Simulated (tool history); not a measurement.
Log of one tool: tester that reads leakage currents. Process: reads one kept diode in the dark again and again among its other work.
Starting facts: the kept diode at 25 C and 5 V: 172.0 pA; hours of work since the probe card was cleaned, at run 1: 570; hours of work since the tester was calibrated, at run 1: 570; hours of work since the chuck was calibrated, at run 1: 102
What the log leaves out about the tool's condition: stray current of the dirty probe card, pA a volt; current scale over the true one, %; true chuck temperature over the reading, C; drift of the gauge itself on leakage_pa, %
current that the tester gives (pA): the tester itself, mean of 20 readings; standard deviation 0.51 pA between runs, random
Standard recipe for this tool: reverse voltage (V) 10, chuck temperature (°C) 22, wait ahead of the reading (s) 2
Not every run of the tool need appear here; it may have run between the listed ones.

run,hour,reverse voltage (V),chuck temperature (°C),wait ahead of the reading (s),hours of work since the probe card was cleaned,hours of work since the tester was calibrated,hours of work since the chuck was calibrated,current that the tester gives (pA)
1,0,10,22,2,570,570,102,187.54
2,47.7,10,22,2,608,608,140,190.85
3,82.8,10,22,2,636,636,168,193.69
4,129,10,22,2,673,673,205,196.15
5,177.4,10,22,2,712,712,244,200.7
6,210.4,10,22,1.17,738,738,270,202.32
7,252.5,10,22,1.17,771,771,303,206.19
8,282.4,10,22,1.17,795,795,327,207.72
9,322.5,10,22,1.17,827,827,359,211.37
10,361.5,10,22,1.17,859,859,390,214.22
11,401.9,10,22,1.17,891,891,423,217.36
12,447.7,10,22,1.17,927,927,459,218.39
13,492.3,10,22,1.17,963,963,495,224.52
14,520.2,10,22,1.17,985,985,517,226.2
15,543.2,10,22,1.17,1004,1004,536,226.66
# hour 574: probe card cleaned and baked
16,575.2,10,22,1.17,1,1027,559,203.41
# hour 581.5: chuck's temperature calibrated
17,624.9,4.8,22,1.17,39,1065,35,174.76
18,653.8,4.8,22,1.17,62,1088,58,176.87
19,696.3,4.8,22,1.17,96,1122,92,179.77
20,738.4,4.8,22,2.96,130,1155,125,183.36
# hour 771.4: chuck's temperature calibrated, once more
21,790.5,4.8,22,2.96,170,1195,15,131.41
22,827.1,4.8,22,2.96,199,1225,45,132.82
23,876.3,11.7,22,2,238,1264,84,190.43
24,920.8,11.7,22,2,274,1299,119,194.69
25,971.1,5.4,22,6.6,314,1340,159,146.48
26,1008.2,10,41,6.23,343,1369,189,1009.84
27,1036.6,2,41,0.58,366,1392,212,557.58
28,1081,3.6,36,0.41,401,1427,247,456.56
29,1119.1,10,22,1.69,432,1458,278,197.67
30,1171.7,10,22,1.69,474,1500,320,200.98
31,1213.8,10,43,0.38,507,1533,353,1253.24
32,1255.4,1.5,34,0.5,541,1566,386,289.75
33,1298.1,1.2,34,1.79,575,1601,420,267.87
34,1342.1,1.2,34,1.79,610,1636,456,271.13
35,1379.6,1.2,34,1.79,640,1666,486,274.2
36,1422.7,2.2,32,4.33,674,1700,520,294.81
37,1457.6,3.9,34,7.89,702,1728,548,438.04
38,1504.6,4.8,34,0.47,740,1765,585,483.2

Each row is a separate what-if for the run after 38, all from the same tool condition, not one after another. Results?
A,1551.2,2.4,22,2,777,1803,623,?
B,1551.2,4.8,25,0.38,777,1803,623,?
C,1551.2,1.6,40,4.33,777,1803,623,?
D,1551.2,2.1,34,0.61,777,1803,623,?
E,1551.2,2,41,0.91,777,1803,623,?

run,current that the tester gives (pA)
A,127.68
B,222.6
C,535.38
D,352.22
E,632.18
Without the tool's hidden state the same runs would have given:
run,current that the tester gives (pA)
A,97.98
B,170.58
C,435.01
D,282.34
E,514.11
